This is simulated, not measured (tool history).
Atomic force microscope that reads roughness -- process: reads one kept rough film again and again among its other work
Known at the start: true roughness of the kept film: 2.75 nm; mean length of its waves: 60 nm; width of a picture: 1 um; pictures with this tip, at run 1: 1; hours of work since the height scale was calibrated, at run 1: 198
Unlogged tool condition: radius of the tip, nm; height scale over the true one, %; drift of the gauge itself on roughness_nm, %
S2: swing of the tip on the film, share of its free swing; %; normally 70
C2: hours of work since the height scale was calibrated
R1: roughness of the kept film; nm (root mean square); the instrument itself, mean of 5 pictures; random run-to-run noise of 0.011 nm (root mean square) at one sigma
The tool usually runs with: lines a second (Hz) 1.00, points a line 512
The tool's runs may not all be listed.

Run 1, day 0.000: usual settings; pictures with this tip 1; C2 198. Result: R1 2.521 nm (root mean square).
Run 2, day 0.246: usual settings; pictures with this tip 10; C2 202. Result: R1 2.523 nm (root mean square).
Run 3, day 0.612: usual settings; pictures with this tip 23; C2 207. Result: R1 2.499 nm (root mean square).
Run 4, day 0.875: usual settings; pictures with this tip 32; C2 210. Result: R1 2.496 nm (root mean square).
Run 5, day 1.283: usual settings; pictures with this tip 46; C2 216. Result: R1 2.479 nm (root mean square).
Run 6, day 1.612: usual settings but points a line 259; pictures with this tip 57; C2 220. Result: R1 2.459 nm (root mean square).
Run 7, day 1.950: usual settings but points a line 259; pictures with this tip 69; C2 225. Result: R1 2.445 nm (root mean square).
Run 8, day 2.212: usual settings; pictures with this tip 78; C2 228. Result: R1 2.449 nm (root mean square).
Run 9, day 2.412: usual settings; pictures with this tip 85; C2 231. Result: R1 2.442 nm (root mean square).
Run 10, day 2.646: usual settings; pictures with this tip 93; C2 234. Result: R1 2.456 nm (root mean square).
Run 11, day 2.842: usual settings but lines a second (Hz) 3.74; pictures with this tip 100; C2 237. Result: R1 2.130 nm (root mean square).
Run 12, day 3.017: usual settings but lines a second (Hz) 3.74; pictures with this tip 106; C2 239. Result: R1 2.106 nm (root mean square).
Run 13, day 3.300: usual settings; pictures with this tip 116; C2 243. Result: R1 2.412 nm (root mean square).
Run 14, day 3.604: usual settings; pictures with this tip 126; C2 247. Result: R1 2.421 nm (root mean square).
Run 15, day 3.808: usual settings but lines a second (Hz) 0.70; pictures with this tip 133; C2 250. Result: R1 2.434 nm (root mean square).
Run 16, day 4.121: usual settings but lines a second (Hz) 0.70; pictures with this tip 144; C2 254. Result: R1 2.435 nm (root mean square).
Run 17, day 4.504: usual settings but lines a second (Hz) 2.32, S2 82 %, points a line 724; pictures with this tip 157; C2 259. Result: R1 2.018 nm (root mean square).
Run 18, day 4.804: usual settings but lines a second (Hz) 1.93, S2 57 %, points a line 1018; pictures with this tip 168; C2 263. Result: R1 2.380 nm (root mean square).
Run 19, day 5.092: usual settings but lines a second (Hz) 1.93, S2 57 %, points a line 1018; pictures with this tip 178; C2 267. Result: R1 2.378 nm (root mean square).
Run 20, day 5.479: usual settings but S2 82 %, points a line 333; pictures with this tip 191; C2 273. Result: R1 2.246 nm (root mean square).
Run 21, day 5.867: usual settings but lines a second (Hz) 1.94, S2 55 %, points a line 468; pictures with this tip 205; C2 278. Result: R1 2.352 nm (root mean square).
Run 22, day 6.238: usual settings but lines a second (Hz) 3.64, S2 72 %, points a line 632; pictures with this tip 217; C2 283. Result: R1 1.996 nm (root mean square).
Run 23, day 6.458: usual settings but lines a second (Hz) 3.64, S2 72 %, points a line 632; pictures with this tip 225; C2 286. Result: R1 1.986 nm (root mean square).
Run 24, day 6.683: usual settings but lines a second (Hz) 0.82, S2 67 %, points a line 632; pictures with this tip 233; C2 289. Result: R1 2.322 nm (root mean square).
Run 25, day 6.929: usual settings but lines a second (Hz) 0.82, S2 67 %, points a line 632; pictures with this tip 241; C2 292. Result: R1 2.327 nm (root mean square).
At day 7.192: new tip fitted.
Run 26, day 7.329: usual settings but lines a second (Hz) 0.82, S2 67 %, points a line 1023; pictures with this tip 5; C2 297. Result: R1 2.555 nm (root mean square).
Run 27, day 7.733: usual settings but lines a second (Hz) 0.57, S2 60 %, points a line 591; pictures with this tip 19; C2 303. Result: R1 2.603 nm (root mean square).
Run 28, day 8.121: usual settings but lines a second (Hz) 0.57, S2 67 %, points a line 281; pictures with this tip 32; C2 308. Result: R1 2.548 nm (root mean square).

Each row is a separate what-if for the run after 28, all from the same tool condition, not one after another. Results?
Run A, day 8.425: usual settings but lines a second (Hz) 2.29, S2 81 %, points a line 324; pictures with this tip 42; C2 312. Result: R1 ?.
Run B, day 8.425: usual settings but lines a second (Hz) 0.57, S2 67 %, points a line 698; pictures with this tip 42; C2 312. Result: R1 ?.
Run C, day 8.425: usual settings but lines a second (Hz) 1.52, S2 63 %, points a line 281; pictures with this tip 42; C2 312. Result: R1 ?.
Run D, day 8.425: usual settings but S2 58 %; pictures with this tip 42; C2 312. Result: R1 ?.

run     R1
  A  2.140
  B  2.571
  C  2.464
  D  2.565
Had the tool no hidden state, the same runs would have come out as:
run     R1
  A  2.175
  B  2.612
  C  2.504
  D  2.606
